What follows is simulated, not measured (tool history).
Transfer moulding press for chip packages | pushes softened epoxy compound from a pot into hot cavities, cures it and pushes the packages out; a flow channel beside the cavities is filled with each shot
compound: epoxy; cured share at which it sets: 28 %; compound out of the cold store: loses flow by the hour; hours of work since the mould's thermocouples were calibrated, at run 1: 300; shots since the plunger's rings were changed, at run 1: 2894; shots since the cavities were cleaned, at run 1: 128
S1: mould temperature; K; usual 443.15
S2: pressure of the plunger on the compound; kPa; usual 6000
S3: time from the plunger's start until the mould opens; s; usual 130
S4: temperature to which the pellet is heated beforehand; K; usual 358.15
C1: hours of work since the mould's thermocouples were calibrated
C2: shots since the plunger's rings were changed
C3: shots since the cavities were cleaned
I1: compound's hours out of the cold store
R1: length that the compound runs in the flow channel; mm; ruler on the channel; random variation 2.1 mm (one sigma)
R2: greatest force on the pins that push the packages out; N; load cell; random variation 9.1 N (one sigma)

run	hour	S1	S2	S3	S4	C1	C2	C3	I1	R1	R2
1	0.0	443.15	6000	130	358.15	300	2894	128	42.9	719	461
2	10.7	443.15	6000	130	358.15	307	3008	242	8.6	916	551
3	24.0	443.15	6000	130	358.15	317	3149	383	29.5	783	566
4	31.0	443.15	6000	130	358.15	321	3223	457	18.2	853	580
# hour 42.3: cavities cleaned with cleaning compound and waxed
5	42.8	443.15	6000	130	350.15	328	3333	5	27.4	798	412
6	53.3	443.15	6000	130	350.15	336	3445	117	11.7	888	478
7	65.7	443.15	6000	130	350.15	344	3577	249	17.2	854	560
8	77.7	443.15	6000	130	350.15	352	3705	377	36.0	745	572
9	84.3	443.15	6000	130	350.15	357	3776	448	35.0	751	583
# hour 95.9: cavities cleaned with cleaning compound and waxed
10	98.6	443.15	6000	130	350.15	366	3912	29	37.2	740	446
11	106.8	443.15	4760	115	358.15	371	3999	116	24.7	720	531
12	122.6	441.15	4760	133	358.15	382	4167	284	32.0	683	534
# hour 128.2: plunger's sealing rings changed
13	137.6	443.15	7390	130	358.15	391	100	417	46.3	801	557
14	149.7	444.15	7140	119	361.15	399	230	547	43.3	798	627
# hour 152.2: cavities cleaned with cleaning compound and waxed
15	161.0	444.15	7140	119	361.15	406	333	93	34.9	848	474
16	172.5	443.15	6000	165	358.15	414	457	217	15.6	894	441
17	182.2	443.15	6000	165	358.15	421	560	320	14.0	907	486
18	194.5	443.15	6000	116	358.15	429	691	451	39.2	754	654
# hour 202.8: mould's thermocouples calibrated
19	205.2	443.15	6000	116	358.15	2	784	544	10.5	924	754

3 ways to go on from here, each from the tool as it stands after run 19. What would each give?
# hour 208.1: cavities cleaned with cleaning compound and waxed
A	214.5	443.15	5900	130	349.15	7	867	69	30.0	?	?
# hour 208.1: cavities cleaned with cleaning compound and waxed
B	214.5	446.15	6000	141	365.15	7	867	69	31.3	?	?
# hour 208.1: cavities cleaned with cleaning compound and waxed
C	214.5	443.15	6050	132	352.15	7	867	69	46.4	?	?

run	R1	R2
A	801	440
B	785	376
C	717	422
Without the tool's hidden state the same runs would have given:
run	R1	R2
A	812	413
B	796	351
C	728	396
